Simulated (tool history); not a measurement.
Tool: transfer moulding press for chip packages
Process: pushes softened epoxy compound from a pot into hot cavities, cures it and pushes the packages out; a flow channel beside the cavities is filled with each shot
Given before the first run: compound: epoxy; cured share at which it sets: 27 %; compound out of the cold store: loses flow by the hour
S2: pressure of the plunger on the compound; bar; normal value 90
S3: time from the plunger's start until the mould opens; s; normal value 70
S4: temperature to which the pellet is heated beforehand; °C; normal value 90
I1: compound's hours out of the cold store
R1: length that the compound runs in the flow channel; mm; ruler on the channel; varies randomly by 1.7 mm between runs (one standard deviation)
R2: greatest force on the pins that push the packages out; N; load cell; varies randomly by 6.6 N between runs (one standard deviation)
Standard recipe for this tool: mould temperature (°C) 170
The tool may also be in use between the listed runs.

run 1 day=0 | mould_temperature_(°C)=170 S2=90 S3=70 S4=90 | I1=15.4 | R1=513 R2=345
-- day=0.479 plunger's sealing rings changed
run 2 day=0.479 | mould_temperature_(°C)=170 S2=90 S3=70 S4=90 | I1=19.6 | R1=538 R2=344
run 3 day=0.871 | mould_temperature_(°C)=170 S2=90 S3=70 S4=87 | I1=19.5 | R1=540 R2=382
run 4 day=1.129 | mould_temperature_(°C)=170 S2=99.2 S3=70 S4=87 | I1=28.3 | R1=536 R2=365
-- day=1.238 cavities cleaned with cleaning compound and waxed
run 5 day=1.608 | mould_temperature_(°C)=170 S2=99.2 S3=70 S4=87 | I1=28.1 | R1=532 R2=445
run 6 day=1.933 | mould_temperature_(°C)=170 S2=99.2 S3=70 S4=87 | I1=22.2 | R1=553 R2=447
-- day=2.279 cavities cleaned with cleaning compound and waxed, once more
run 7 day=2.312 | mould_temperature_(°C)=170 S2=99.2 S3=70 S4=87 | I1=10.2 | R1=594 R2=294
run 8 day=2.608 | mould_temperature_(°C)=170 S2=90 S3=70 S4=90 | I1=8 | R1=571 R2=316
run 9 day=2.85 | mould_temperature_(°C)=170 S2=90 S3=70 S4=90 | I1=26.5 | R1=511 R2=321
run 10 day=3.283 | mould_temperature_(°C)=170 S2=90 S3=70 S4=90 | I1=38.4 | R1=477 R2=328
run 11 day=3.779 | mould_temperature_(°C)=170 S2=90 S3=70 S4=90 | I1=41.3 | R1=464 R2=335
run 12 day=4.071 | mould_temperature_(°C)=170 S2=83.6 S3=70 S4=90 | I1=37.2 | R1=461 R2=353
-- day=4.221 cavities cleaned with cleaning compound and waxed
run 13 day=4.608 | mould_temperature_(°C)=170 S2=83.6 S3=70 S4=90 | I1=42 | R1=445 R2=293
run 14 day=4.829 | mould_temperature_(°C)=170 S2=83.6 S3=70 S4=90 | I1=28.7 | R1=484 R2=320
run 15 day=5.083 | mould_temperature_(°C)=170 S2=71.5 S3=70 S4=90 | I1=8.1 | R1=505 R2=361
run 16 day=5.296 | mould_temperature_(°C)=174 S2=71.5 S3=75 S4=90 | I1=15.7 | R1=476 R2=269
run 17 day=5.733 | mould_temperature_(°C)=170 S2=90 S3=98 S4=98 | I1=46.8 | R1=444 R2=251
-- day=6.171 cavities cleaned with cleaning compound and waxed
run 18 day=6.25 | mould_temperature_(°C)=170 S2=83.6 S3=84 S4=97 | I1=16.1 | R1=516 R2=206
run 19 day=6.621 | mould_temperature_(°C)=162 S2=75.8 S3=70 S4=92 | I1=41.3 | R1=432 R2=488
run 20 day=6.962 | mould_temperature_(°C)=162 S2=85.7 S3=70 S4=92 | I1=36.3 | R1=470 R2=555
run 21 day=7.283 | mould_temperature_(°C)=162 S2=85.7 S3=70 S4=92 | I1=42.9 | R1=451 R2=576
run 22 day=7.512 | mould_temperature_(°C)=170 S2=74.4 S3=70 S4=90 | I1=33.1 | R1=437 R2=367
run 23 day=7.767 | mould_temperature_(°C)=174 S2=101.5 S3=70 S4=90 | I1=37 | R1=493 R2=293
-- day=8.117 cavities cleaned with cleaning compound and waxed
run 24 day=8.304 | mould_temperature_(°C)=170 S2=90 S3=70 S4=88 | I1=17.3 | R1=526 R2=294
run 25 day=8.758 | mould_temperature_(°C)=170 S2=90 S3=70 S4=88 | I1=40.1 | R1=462 R2=319
run 26 day=9.112 | mould_temperature_(°C)=170 S2=71.3 S3=70 S4=88 | I1=22.4 | R1=452 R2=353
run 27 day=9.388 | mould_temperature_(°C)=170 S2=71.3 S3=70 S4=88 | I1=11.5 | R1=483 R2=386
run 28 day=9.662 | mould_temperature_(°C)=170 S2=71.3 S3=70 S4=88 | I1=36.8 | R1=411 R2=376
-- day=10.05 cavities cleaned with cleaning compound and waxed
run 29 day=10.208 | mould_temperature_(°C)=170 S2=71.3 S3=70 S4=88 | I1=18.5 | R1=462 R2=292

Each row is a separate what-if for the run after 29, all from the same tool condition, not one after another. Results?
run A day=10.575 | mould_temperature_(°C)=170 S2=90 S3=70 S4=95 | I1=18.7 | R1=? R2=?
run B day=10.575 | mould_temperature_(°C)=170 S2=94.8 S3=73 S4=95 | I1=23.3 | R1=? R2=?
run C day=10.575 | mould_temperature_(°C)=177 S2=96.8 S3=67 S4=90 | I1=37.8 | R1=? R2=?

run=A R1=518 R2=312
run=B R1=514 R2=289
run=C R1=469 R2=237
The same runs, with their run-to-run variation unchanged, on a tool lacking any hidden condition would have given:
run=A R1=543 R2=258
run=B R1=539 R2=239
run=C R1=492 R2=198
